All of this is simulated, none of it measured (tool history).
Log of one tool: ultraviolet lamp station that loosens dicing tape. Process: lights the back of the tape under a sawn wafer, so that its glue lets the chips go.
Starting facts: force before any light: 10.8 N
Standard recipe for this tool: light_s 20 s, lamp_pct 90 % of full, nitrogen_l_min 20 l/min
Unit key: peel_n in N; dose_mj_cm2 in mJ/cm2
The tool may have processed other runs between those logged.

run 1 day=0.000 | light_s=20 lamp_pct=90 nitrogen_l_min=20 | peel_n=0.518 dose_mj_cm2=351
run 2 day=1.688 | light_s=20 lamp_pct=90 nitrogen_l_min=20 | peel_n=0.508 dose_mj_cm2=356
run 3 day=2.942 | light_s=20 lamp_pct=88 nitrogen_l_min=20 | peel_n=0.532 dose_mj_cm2=347
run 4 day=4.529 | light_s=20 lamp_pct=88 nitrogen_l_min=20 | peel_n=0.543 dose_mj_cm2=348
run 5 day=5.762 | light_s=16 lamp_pct=88 nitrogen_l_min=20 | peel_n=0.863 dose_mj_cm2=280
run 6 day=7.388 | light_s=16 lamp_pct=76 nitrogen_l_min=20 | peel_n=1.185 dose_mj_cm2=241
run 7 day=9.017 | light_s=20 lamp_pct=64 nitrogen_l_min=20 | peel_n=1.066 dose_mj_cm2=255
run 8 day=10.838 | light_s=20 lamp_pct=64 nitrogen_l_min=20 | peel_n=1.070 dose_mj_cm2=254
run 9 day=11.929 | light_s=20 lamp_pct=64 nitrogen_l_min=20 | peel_n=1.045 dose_mj_cm2=250
run 10 day=13.296 | light_s=20 lamp_pct=64 nitrogen_l_min=20 | peel_n=1.049 dose_mj_cm2=253
run 11 day=14.133 | light_s=20 lamp_pct=64 nitrogen_l_min=20 | peel_n=1.083 dose_mj_cm2=256
run 12 day=15.375 | light_s=20 lamp_pct=60 nitrogen_l_min=20 | peel_n=1.211 dose_mj_cm2=236
-- day=15.896 window cleaned of glue's vapour
run 13 day=16.446 | light_s=20 lamp_pct=73 nitrogen_l_min=20 | peel_n=0.820 dose_mj_cm2=287
run 14 day=17.329 | light_s=20 lamp_pct=75 nitrogen_l_min=20 | peel_n=0.802 dose_mj_cm2=297
run 15 day=18.133 | light_s=20 lamp_pct=75 nitrogen_l_min=20 | peel_n=0.803 dose_mj_cm2=295
run 16 day=19.204 | light_s=20 lamp_pct=90 nitrogen_l_min=9 | peel_n=0.926 dose_mj_cm2=353
run 17 day=20.096 | light_s=20 lamp_pct=90 nitrogen_l_min=9 | peel_n=0.894 dose_mj_cm2=355
run 18 day=21.375 | light_s=20 lamp_pct=90 nitrogen_l_min=9 | peel_n=0.923 dose_mj_cm2=354
run 19 day=22.342 | light_s=20 lamp_pct=90 nitrogen_l_min=20 | peel_n=0.513 dose_mj_cm2=353
run 20 day=23.321 | light_s=20 lamp_pct=90 nitrogen_l_min=20 | peel_n=0.513 dose_mj_cm2=352
run 21 day=25.021 | light_s=20 lamp_pct=90 nitrogen_l_min=20 | peel_n=0.520 dose_mj_cm2=357
run 22 day=26.633 | light_s=20 lamp_pct=90 nitrogen_l_min=9 | peel_n=0.927 dose_mj_cm2=361
run 23 day=28.192 | light_s=37 lamp_pct=90 nitrogen_l_min=19 | peel_n=0.241 dose_mj_cm2=652
run 24 day=29.471 | light_s=14 lamp_pct=68 nitrogen_l_min=22 | peel_n=1.760 dose_mj_cm2=187
run 25 day=31.012 | light_s=13 lamp_pct=87 nitrogen_l_min=13 | peel_n=1.707 dose_mj_cm2=228
run 26 day=32.867 | light_s=13 lamp_pct=87 nitrogen_l_min=13 | peel_n=1.769 dose_mj_cm2=227
-- day=33.483 window cleaned of glue's vapour
run 27 day=33.692 | light_s=12 lamp_pct=90 nitrogen_l_min=31 | peel_n=1.172 dose_mj_cm2=216
run 28 day=34.767 | light_s=40 lamp_pct=90 nitrogen_l_min=31 | peel_n=0.223 dose_mj_cm2=714
run 29 day=36.150 | light_s=33 lamp_pct=90 nitrogen_l_min=14 | peel_n=0.276 dose_mj_cm2=585
run 30 day=37.142 | light_s=33 lamp_pct=90 nitrogen_l_min=14 | peel_n=0.274 dose_mj_cm2=586
run 31 day=38.562 | light_s=19 lamp_pct=90 nitrogen_l_min=20 | peel_n=0.570 dose_mj_cm2=338
run 32 day=40.046 | light_s=19 lamp_pct=90 nitrogen_l_min=20 | peel_n=0.592 dose_mj_cm2=342
run 33 day=41.438 | light_s=19 lamp_pct=90 nitrogen_l_min=20 | peel_n=0.605 dose_mj_cm2=339
-- day=41.896 lamp changed
run 34 day=42.400 | light_s=20 lamp_pct=77 nitrogen_l_min=20 | peel_n=0.741 dose_mj_cm2=309
run 35 day=44.254 | light_s=20 lamp_pct=94 nitrogen_l_min=12 | peel_n=0.707 dose_mj_cm2=367
run 36 day=45.925 | light_s=37 lamp_pct=75 nitrogen_l_min=17 | peel_n=0.278 dose_mj_cm2=549
run 37 day=46.833 | light_s=37 lamp_pct=97 nitrogen_l_min=16 | peel_n=0.245 dose_mj_cm2=712
run 38 day=47.675 | light_s=37 lamp_pct=66 nitrogen_l_min=6 | peel_n=0.641 dose_mj_cm2=483
run 39 day=48.654 | light_s=38 lamp_pct=66 nitrogen_l_min=30 | peel_n=0.251 dose_mj_cm2=500
run 40 day=50.283 | light_s=38 lamp_pct=66 nitrogen_l_min=30 | peel_n=0.264 dose_mj_cm2=497
-- day=51.083 window cleaned of glue's vapour
run 41 day=51.117 | light_s=30 lamp_pct=75 nitrogen_l_min=20 | peel_n=0.349 dose_mj_cm2=450
run 42 day=51.938 | light_s=20 lamp_pct=92 nitrogen_l_min=20 | peel_n=0.496 dose_mj_cm2=367
run 43 day=53.225 | light_s=20 lamp_pct=92 nitrogen_l_min=20 | peel_n=0.479 dose_mj_cm2=363
run 44 day=54.975 | light_s=14 lamp_pct=92 nitrogen_l_min=15 | peel_n=1.198 dose_mj_cm2=257

Branching from run 44: 3 alternative next runs. What would each branch give?
run A day=56.271 | light_s=31 lamp_pct=67 nitrogen_l_min=6 | peel_n=? dose_mj_cm2=?
run B day=56.271 | light_s=12 lamp_pct=90 nitrogen_l_min=19 | peel_n=? dose_mj_cm2=?
run C day=56.271 | light_s=26 lamp_pct=90 nitrogen_l_min=20 | peel_n=? dose_mj_cm2=?

run=A peel_n=0.900 dose_mj_cm2=410
run=B peel_n=1.536 dose_mj_cm2=213
run=C peel_n=0.325 dose_mj_cm2=466
With the hidden condition removed and each run's random variation left untouched, the same runs would have given:
run=A peel_n=0.898 dose_mj_cm2=410
run=B peel_n=1.533 dose_mj_cm2=213
run=C peel_n=0.325 dose_mj_cm2=466
